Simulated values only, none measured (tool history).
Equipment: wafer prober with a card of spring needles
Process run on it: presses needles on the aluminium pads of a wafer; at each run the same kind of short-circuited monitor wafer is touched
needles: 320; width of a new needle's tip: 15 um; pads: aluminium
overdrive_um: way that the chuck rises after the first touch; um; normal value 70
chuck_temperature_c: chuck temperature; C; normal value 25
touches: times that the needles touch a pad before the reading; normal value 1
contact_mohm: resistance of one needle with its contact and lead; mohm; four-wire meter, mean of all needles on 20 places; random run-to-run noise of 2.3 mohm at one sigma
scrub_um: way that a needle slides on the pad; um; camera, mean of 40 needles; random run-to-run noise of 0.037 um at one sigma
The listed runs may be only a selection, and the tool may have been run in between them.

run	hour	overdrive_um	chuck_temperature_c	touches	contact_mohm	scrub_um
1	0.0	70	25	1	291	8.21
# hour 6.4: tips cleaned on abrasive film
2	14.5	70	25	1	298	8.31
# hour 16.8: tips cleaned on abrasive film
3	23.7	70	25	1	297	8.23
# hour 25.4: height of the first contact set anew
# hour 27.4: tips cleaned on abrasive film
4	36.3	70	25	1	299	8.51
# hour 38.0: tips cleaned on abrasive film
# hour 48.6: tips cleaned on abrasive film
5	50.8	53	25	1	293	6.42
6	57.9	55	25	1	322	6.64
# hour 59.0: tips cleaned on abrasive film
7	66.8	70	25	1	297	8.47
# hour 69.9: tips cleaned on abrasive film
8	76.6	70	25	1	296	8.39
# hour 80.7: tips cleaned on abrasive film
9	83.0	80	25	1	273	9.62
# hour 91.2: tips cleaned on abrasive film
10	94.8	80	25	1	280	9.59
# hour 101.7: tips cleaned on abrasive film
11	107.2	67	25	1	302	8.00
# hour 112.5: tips cleaned on abrasive film
12	113.6	67	25	3	261	8.03
# hour 122.9: tips cleaned on abrasive film
13	128.2	52	25	2	294	6.18
# hour 133.8: tips cleaned on abrasive film
14	135.2	52	25	2	278	6.10
# hour 144.5: tips cleaned on abrasive film
15	147.3	68	69	3	280	8.02
# hour 154.9: tips cleaned on abrasive film
16	156.8	68	69	3	278	8.03
# hour 166.0: tips cleaned on abrasive film
17	166.4	68	69	3	274	8.07

Forecast each of these 4 alternatives for the next run:
# hour 176.8: tips cleaned on abrasive film
A	179.2	55	77	1	?	?
# hour 176.8: tips cleaned on abrasive film
B	179.2	75	25	3	?	?
# hour 176.8: tips cleaned on abrasive film
C	179.2	51	55	2	?	?
# hour 176.8: tips cleaned on abrasive film
D	179.2	70	105	1	?	?

run	contact_mohm	scrub_um
A	309	6.46
B	259	8.84
C	294	5.98
D	301	8.30
Without the tool's hidden state the same runs would have given:
run	contact_mohm	scrub_um
A	273	6.68
B	251	9.06
C	268	6.20
D	278	8.51
